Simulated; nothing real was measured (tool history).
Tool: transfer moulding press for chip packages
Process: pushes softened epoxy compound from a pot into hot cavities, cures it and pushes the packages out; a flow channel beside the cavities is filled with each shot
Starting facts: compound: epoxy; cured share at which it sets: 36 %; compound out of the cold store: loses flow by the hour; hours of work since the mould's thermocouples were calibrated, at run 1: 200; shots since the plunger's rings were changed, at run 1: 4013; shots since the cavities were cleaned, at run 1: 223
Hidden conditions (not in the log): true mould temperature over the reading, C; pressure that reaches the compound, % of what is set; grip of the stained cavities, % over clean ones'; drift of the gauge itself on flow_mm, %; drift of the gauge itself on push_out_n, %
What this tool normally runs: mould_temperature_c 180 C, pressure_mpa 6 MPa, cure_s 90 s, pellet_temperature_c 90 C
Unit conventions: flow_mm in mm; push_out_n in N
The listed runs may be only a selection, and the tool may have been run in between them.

run     day  mould_temperature_c  pressure_mpa  cure_s  pellet_temperature_c  hours of work since the mould's thermocouples were calibrated  shots since the plunger's rings were changed  shots since the cavities were cleaned  incoming compound's hours out of the cold store  flow_mm  push_out_n
  1       0                  180             6      90                    90                                                            200                                          4013                                    223                                             44.8      662         189
  2   1.212                  180             6      90                    90                                                            213                                          4260                                    470                                             37.8      684         189
  3   2.258                  180          6.05      90                    90                                                            224                                          4473                                    683                                             34.3      700         187
  4   3.054                  180          6.05      90                    90                                                            233                                          4636                                    846                                             43.2      666         181
      3.662  -- cavities cleaned with cleaning compound and waxed
  5   3.867                  180          6.05      90                    90                                                            241                                          4789                                     41                                             24.5      732         189
      4.112  -- plunger's sealing rings changed
  6    5.55                  180             6      81                    90                                                            258                                           294                                    364                                              8.1      801         246
  7   7.033                  180           6.7      81                    90                                                            274                                           596                                    666                                             46.1      690         208
      8.521  -- cavities cleaned with cleaning compound and waxed
  8   8.521                  174             6      90                    90                                                            289                                           887                                      0                                             41.2      684         252
  9   9.279                  174             6      90                    90                                                            298                                          1042                                    155                                             41.4      688         245
 10  10.254                  174             6      90                    90                                                            308                                          1241                                    354                                             15.3      790         278
 11  11.779                  174             6      90                    90                                                            325                                          1552                                    665                                             38.3      699         259
 12  12.675                  180             6      90                    84                                                            334                                          1735                                    848                                             27.4      714         188
     13.342  -- cavities cleaned with cleaning compound and waxed
 13  14.375                  180             6      87                    90                                                            352                                          2069                                    211                                             27.5      722         187
 14  15.158                  180             6      87                    90                                                            361                                          2229                                    371                                             46.1      657         192
 15  15.908                  180          7.36      87                    95                                                            369                                          2382                                    524                                             20.6      832         187
 16  16.967                  180          7.36      87                    95                                                            380                                          2598                                    740                                             18.3      839         205
     18.096  -- cavities cleaned with cleaning compound and waxed
 17  18.558                  180          6.01      94                    90                                                            397                                          2910                                     94                                             38.2      684         172
 18  19.946                  180          6.01      94                    90                                                            412                                          3193                                    377                                             21.6      747         176
 19  20.883                  180          4.61      95                    94                                                            422                                          3385                                    569                                             12.9      692         177
 20  21.975                  177          4.67      90                    90                                                            434                                          3607                                    791                                             46.6      580         209
     22.908  -- cavities cleaned with cleaning compound and waxed
 21  23.525                  177           4.8     104                    91                                                            450                                          3911                                    126                                             30.1      640         176
 22  24.333                  180             6      98                    93                                                            458                                          4076                                    291                                               33      711         180
 23  25.833                  180             6      90                    83                                                            475                                          4382                                    597                                             14.9      776         205
 24  26.671                  183          4.69      89                    83                                                            484                                          4553                                    768                                             34.9      605         170
 25  27.379                  176          5.21      79                    91                                                            491                                          4697                                    912                                             14.7      733         328
     27.688  -- cavities cleaned with cleaning compound and waxed
     28.104  -- plunger's sealing rings changed
 26  28.367                  176          5.21      79                    91                                                            500                                            55                                    118                                             38.3      652         289
 27  29.683                  180          5.89      90                    98                                                            514                                           323                                    386                                             21.3      741         178
 28  30.812                  185          6.33     107                    90                                                            527                                           553                                    616                                               23      741         154

Forecast each of these 4 alternatives for the next run:
     31.317  -- mould's thermocouples calibrated
  A  31.75                  180          6.51      97                    92                                                              5                                           728                                    791                                             35.8        ?           ?
     31.317  -- mould's thermocouples calibrated
  B  31.75                  180             6      97                    90                                                              5                                           728                                    791                                             22.8        ?           ?
     31.317  -- mould's thermocouples calibrated
  C  31.75                  183          5.36     107                    90                                                              5                                           728                                    791                                             19.2        ?           ?
     31.317  -- mould's thermocouples calibrated
  D  31.75                  186          6.33     107                    87                                                              5                                           728                                    791                                             39.8        ?           ?

run  flow_mm  push_out_n
  A      722         170
  B      746         185
  C      707         164
  D      689         151
Without the tool's unlogged condition, the same runs would have read:
run  flow_mm  push_out_n
  A      722         169
  B      746         183
  C      707         163
  D      689         150

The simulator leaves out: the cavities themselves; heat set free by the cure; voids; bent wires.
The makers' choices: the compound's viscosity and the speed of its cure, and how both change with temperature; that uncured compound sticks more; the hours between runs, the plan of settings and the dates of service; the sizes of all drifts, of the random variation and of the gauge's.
